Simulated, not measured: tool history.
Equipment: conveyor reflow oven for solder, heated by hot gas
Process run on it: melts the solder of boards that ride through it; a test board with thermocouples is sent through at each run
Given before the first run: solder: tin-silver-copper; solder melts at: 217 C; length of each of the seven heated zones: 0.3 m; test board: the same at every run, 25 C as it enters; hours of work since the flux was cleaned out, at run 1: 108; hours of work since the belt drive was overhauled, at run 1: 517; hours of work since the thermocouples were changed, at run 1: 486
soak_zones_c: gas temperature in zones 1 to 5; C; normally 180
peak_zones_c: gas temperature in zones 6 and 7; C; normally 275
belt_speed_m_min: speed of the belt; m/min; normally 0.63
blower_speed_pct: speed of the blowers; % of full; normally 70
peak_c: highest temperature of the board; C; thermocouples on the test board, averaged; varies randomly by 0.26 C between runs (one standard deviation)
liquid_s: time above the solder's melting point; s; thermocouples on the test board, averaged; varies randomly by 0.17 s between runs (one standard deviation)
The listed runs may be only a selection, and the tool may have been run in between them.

run,hour,soak_zones_c,peak_zones_c,belt_speed_m_min,blower_speed_pct,hours of work since the flux was cleaned out,hours of work since the belt drive was overhauled,hours of work since the thermocouples were changed,peak_c,liquid_s
1,0,180,275,0.63,70,108,517,486,257.2,47.1
2,22.7,180,275,0.63,70,119,527,496,257.2,46.8
3,52.1,180,275,0.63,70,132,541,509,257.4,46.7
4,93.5,180,275,0.63,70,151,560,528,257.5,46.4
5,132.5,180,275,0.63,70,169,577,546,257,46.7
6,159.1,180,266,0.63,70,181,590,559,249.2,42.6
7,191,180,266,0.63,70,196,604,573,249.2,42.6
8,233.3,180,266,0.63,70,216,624,593,249.2,42.2
# hour 243: thermocouples of zones 6 and 7 changed
9,269.3,180,275,0.63,53,231,639,12,251.6,43.2
10,294.3,180,275,0.63,53,243,651,24,251.4,43.2
11,338.7,180,275,0.63,53,263,671,44,251.8,42.8
12,365.7,180,275,0.57,53,275,684,56,255,50.4
13,395.4,180,275,0.57,89,289,697,70,260.8,54.3
14,426.6,180,275,0.57,89,303,711,84,261,54.5
# hour 439.2: flux residue cleaned out of gas plates and filters
15,479,180,275,0.57,89,18,733,106,263.9,56.1
16,518.3,180,275,0.503,89,36,751,124,266.5,65.1
17,560.7,179,275,0.63,70,56,771,143,257.8,46.7
18,589.9,179,275,0.63,70,69,784,157,257.3,46.9
19,626.1,179,275,0.717,62,86,801,173,250,36.6
20,666,179,275,0.609,73,104,819,192,258.5,49.4
21,688.1,170,289,0.63,76,114,829,202,268.6,49.7
22,731.2,169,289,0.52,76,134,849,222,274.9,62.5
23,772.7,189,269,0.702,71,153,868,241,250,40.8
24,810.9,167,276,0.561,70,171,885,258,259.1,51
25,844.3,167,276,0.561,70,186,901,274,259.2,50.4
26,891,167,276,0.561,70,207,922,295,258.9,50.4
27,920.1,180,288,0.63,70,221,936,308,266.7,51.3
28,947.3,169,275,0.63,72,233,948,321,254.3,42.7
29,975.8,169,275,0.63,72,246,961,334,254.5,42.1
30,1007,169,275,0.63,72,260,975,348,253.8,42.3
31,1054.1,180,275,0.63,62,282,997,370,254.2,44.9

Selected run-to-run steps in peak_c, each split into two signed amounts: the part the tool would show with no hidden state at all (from settings, incoming material and random variation), and the remainder, which goes to the hidden state together with any gauge scatter not common to the measured and the hidden-state-free results:
Hidden state at play: heat that the gas passes to the board, % of a clean oven's; belt's true speed, % of the reading; true gas temperature in zones 6 and 7 over the reading, C; drift of the gauge itself on peak_c, C; drift of the gauge itself on liquid_s, %.
Run 8 -> 9: peak_zones_c 266 -> 275, blower_speed_pct 70 -> 53, thermocouples of zones 6 and 7 changed. peak_c +2.4 C: hidden state -0.9, all else +3.3.
Run 12 -> 13: blower_speed_pct 53 -> 89. peak_c +5.8 C: hidden state -0.4, all else +6.2.
Run 14 -> 15: flux residue cleaned out of gas plates and filters. peak_c +2.9 C: hidden state +2.7, all else +0.2.
Run 20 -> 21: soak_zones_c 179 -> 170, peak_zones_c 275 -> 289, belt_speed_m_min 0.609 -> 0.63, blower_speed_pct 73 -> 76. peak_c +10.1 C: hidden state -0.2, all else +10.3.
Run 22 -> 23: soak_zones_c 169 -> 189, peak_zones_c 289 -> 269, belt_speed_m_min 0.52 -> 0.702, blower_speed_pct 76 -> 71. peak_c -24.9 C: hidden state -0.2, all else -24.7.
Run 27 -> 28: soak_zones_c 180 -> 169, peak_zones_c 288 -> 275, blower_speed_pct 70 -> 72. peak_c -12.4 C: hidden state -0.2, all else -12.2.

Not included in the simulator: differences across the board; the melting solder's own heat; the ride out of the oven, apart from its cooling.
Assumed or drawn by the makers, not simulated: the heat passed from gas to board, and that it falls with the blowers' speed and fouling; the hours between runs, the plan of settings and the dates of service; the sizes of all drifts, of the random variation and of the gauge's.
